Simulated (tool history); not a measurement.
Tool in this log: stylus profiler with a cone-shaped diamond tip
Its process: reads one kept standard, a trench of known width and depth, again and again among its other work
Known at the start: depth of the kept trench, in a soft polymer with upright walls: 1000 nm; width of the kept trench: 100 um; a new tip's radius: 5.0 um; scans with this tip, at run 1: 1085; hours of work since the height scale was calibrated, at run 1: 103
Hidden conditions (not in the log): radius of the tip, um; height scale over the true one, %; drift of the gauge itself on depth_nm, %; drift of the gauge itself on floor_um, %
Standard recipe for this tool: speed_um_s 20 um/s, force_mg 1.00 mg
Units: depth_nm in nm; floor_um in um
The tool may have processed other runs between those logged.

run	hour	speed_um_s	force_mg	scans with this tip	hours of work since the height scale was calibrated	depth_nm	floor_um
1	0.0	20	1.00	1085	103	1006.48	93.84
2	12.2	20	1.00	1178	112	1006.40	93.86
3	28.8	20	1.00	1305	124	1006.53	93.82
4	42.6	20	1.00	1411	134	1006.64	93.79
5	52.1	20	1.00	1484	141	1006.17	93.83
6	59.2	20	1.00	1538	147	1006.57	93.83
7	69.3	20	1.00	1615	154	1006.75	93.80
8	80.9	20	1.00	1704	162	1006.48	93.83
9	92.4	20	1.00	1792	171	1006.92	93.75
10	106.7	69	1.00	1902	181	1006.39	93.46
11	120.3	20	1.00	2006	191	1006.56	93.79
12	135.4	20	1.00	2121	202	1006.70	93.85
13	148.9	20	1.00	2225	212	1006.53	93.87
14	165.5	20	1.00	2352	224	1006.22	93.91
15	178.9	20	1.00	2454	234	1006.72	93.82
16	189.8	20	1.00	2537	242	1006.26	93.85
17	204.6	20	1.00	2651	253	1006.34	93.83
18	216.7	20	1.00	2744	261	1006.49	93.82
19	230.2	20	1.00	2847	271	1006.33	93.82
20	242.5	20	1.00	2941	280	1006.21	93.83
21	258.0	20	1.00	3060	292	1006.31	93.82
22	268.5	10	1.00	3140	299	1006.50	93.82
23	276.8	10	1.00	3204	305	1006.87	93.88
24	289.0	58	2.66	3297	314	1011.81	93.73
25	302.2	58	2.66	3398	324	1012.37	93.72
26	318.5	75	2.66	3523	336	1012.62	93.61
27	333.8	75	2.66	3640	347	1012.74	93.63
28	342.0	13	0.94	3703	353	1006.11	93.91
29	355.3	55	0.44	3805	362	1003.49	93.29
30	372.0	55	0.44	3933	375	1004.12	93.33
31	382.4	9	1.07	4012	382	1007.10	93.93
32	391.0	6	0.57	4078	389	1005.04	93.89
33	399.5	36	1.99	4143	395	1010.32	93.83
34	412.0	36	1.99	4239	404	1010.23	93.80
35	425.8	12	2.98	4345	414	1013.02	93.99
36	441.0	6	2.11	4461	425	1011.05	93.93
37	456.9	8	0.58	4582	437	1004.09	93.89
38	469.1	10	0.37	4675	445	1003.09	93.86
39	479.3	10	1.11	4754	453	1007.13	93.92
40	495.6	50	1.48	4879	465	1008.26	93.72
41	511.4	19	0.85	4999	476	1006.03	93.82
42	523.9	19	0.85	5095	485	1005.95	93.81
43	535.2	7	0.51	5182	494	1003.79	93.88
44	546.9	7	0.51	5271	502	1004.15	93.90
45	554.3	5	0.68	5328	508	1004.81	93.94

Predict the results of run 46:
46	569.1	39	0.37	5441	518	?	?

depth_nm: 1003.56 nm
floor_um: 93.45 um
With no hidden state in the tool, this same run would have given depth_nm 1003.55 nm, floor_um 93.47 um.
